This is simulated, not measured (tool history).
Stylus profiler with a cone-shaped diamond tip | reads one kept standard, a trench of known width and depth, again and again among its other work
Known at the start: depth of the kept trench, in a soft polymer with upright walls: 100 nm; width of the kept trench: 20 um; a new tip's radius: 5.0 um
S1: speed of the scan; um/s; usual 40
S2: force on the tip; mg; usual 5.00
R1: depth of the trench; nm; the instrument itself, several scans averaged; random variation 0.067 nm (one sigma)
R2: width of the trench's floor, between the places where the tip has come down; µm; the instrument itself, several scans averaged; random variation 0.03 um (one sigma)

| run | hour | S1 | S2 | R1 | R2 |
|---|---|---|---|---|---|
| 1 | 0.0 | 40 | 5.00 | 101.28 | 17.76 |
| 2 | 33.2 | 40 | 5.00 | 101.20 | 17.70 |
| 3 | 90.4 | 40 | 5.00 | 101.30 | 17.69 |
| 4 | 143.4 | 40 | 5.00 | 101.38 | 17.72 |
| 5 | 194.7 | 40 | 5.00 | 101.33 | 17.61 |
| 6 | 236.9 | 40 | 5.00 | 101.19 | 17.59 |
| 7 | 274.0 | 40 | 5.00 | 101.35 | 17.52 |
| 8 | 341.1 | 40 | 5.00 | 101.26 | 17.51 |
| 9 | 377.0 | 155 | 5.00 | 101.20 | 16.97 |
| 10 | 445.0 | 155 | 5.00 | 101.20 | 16.86 |
| 11 | 491.8 | 51 | 5.00 | 101.28 | 17.35 |
| 12 | 546.7 | 40 | 5.00 | 101.17 | 17.35 |
| 13 | 600.3 | 40 | 5.00 | 101.23 | 17.33 |
| 14 | 637.6 | 40 | 13.15 | 102.26 | 17.36 |
| 15 | 679.3 | 50 | 5.98 | 101.27 | 17.22 |
| 16 | 708.9 | 50 | 5.98 | 101.31 | 17.22 |
| 17 | 740.1 | 50 | 2.11 | 100.63 | 17.08 |
| 18 | 768.8 | 76 | 10.21 | 101.87 | 17.14 |
| 19 | 799.8 | 28 | 13.52 | 102.42 | 17.29 |
| 20 | 838.3 | 111 | 9.69 | 101.87 | 16.98 |
| 21 | 875.4 | 59 | 2.30 | 100.64 | 16.95 |
| 22 | 910.9 | 12 | 11.52 | 101.97 | 17.25 |
| 23 | 969.8 | 34 | 11.52 | 102.11 | 17.11 |
| 24 | 999.3 | 51 | 6.70 | 101.48 | 17.03 |
| 25 | 1036.2 | 113 | 3.68 | 101.05 | 16.64 |

Not shown: 2 entries that the log had between the listed runs. Between which runs, and how does the tool's hidden state differ before and after?
Between runs 14 and 15: height scale calibrated on a step standard (hour 643.1)
  radius of the tip, um: 8.06 -> 8.24; height scale over the true one, %: -0.058 -> -0.105
  measured less the result without the state, R1: -0.06 -> -0.11 nm; R2: -0.54 -> -0.57 µm
Between runs 24 and 25: height scale calibrated on a step standard, once more (hour 1017.6)
  radius of the tip, um: 9.64 -> 9.79; height scale over the true one, %: -0.148 -> -0.031
  measured less the result without the state, R1: -0.15 -> -0.03 nm; R2: -0.78 -> -0.80 µm
